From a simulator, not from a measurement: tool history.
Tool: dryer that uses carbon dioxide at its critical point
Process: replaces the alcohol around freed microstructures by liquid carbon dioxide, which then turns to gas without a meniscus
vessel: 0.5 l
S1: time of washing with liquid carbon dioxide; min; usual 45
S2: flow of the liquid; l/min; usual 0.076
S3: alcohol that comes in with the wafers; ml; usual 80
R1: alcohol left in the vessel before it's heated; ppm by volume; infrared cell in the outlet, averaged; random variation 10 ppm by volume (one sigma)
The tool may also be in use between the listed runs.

run,hour,S1,S2,S3,R1
1,0,45,0.076,80,814
2,48.6,45,0.076,80,802
3,84.2,45,0.076,80,844
4,147.1,45,0.076,80,839
5,187.8,45,0.076,80,849
6,213.8,45,0.076,68,749
7,275,45,0.0787,80,763
8,336.4,45,0.0787,80,765
9,384,71,0.0749,61,270
10,416.3,42,0.1126,45,282
11,453.9,46,0.0939,80,412
12,504.7,30,0.0631,80,8068
13,531.3,65,0.1159,80,257
14,566.8,66,0.0929,116,270
15,601.8,66,0.0822,64,284
16,633.3,38,0.0576,20,1457

Forecast each of these 5 alternatives for the next run:
A,690.6,59,0.07,77,?
B,690.6,43,0.0608,51,?
C,690.6,68,0.1145,20,?
D,690.6,70,0.076,49,?
E,690.6,38,0.0576,86,?

run,R1
A,484
B,1876
C,267
D,293
E,5592
Without the tool's hidden state the same runs would have given:
run,R1
A,179
B,1407
C,2
D,20
E,4766

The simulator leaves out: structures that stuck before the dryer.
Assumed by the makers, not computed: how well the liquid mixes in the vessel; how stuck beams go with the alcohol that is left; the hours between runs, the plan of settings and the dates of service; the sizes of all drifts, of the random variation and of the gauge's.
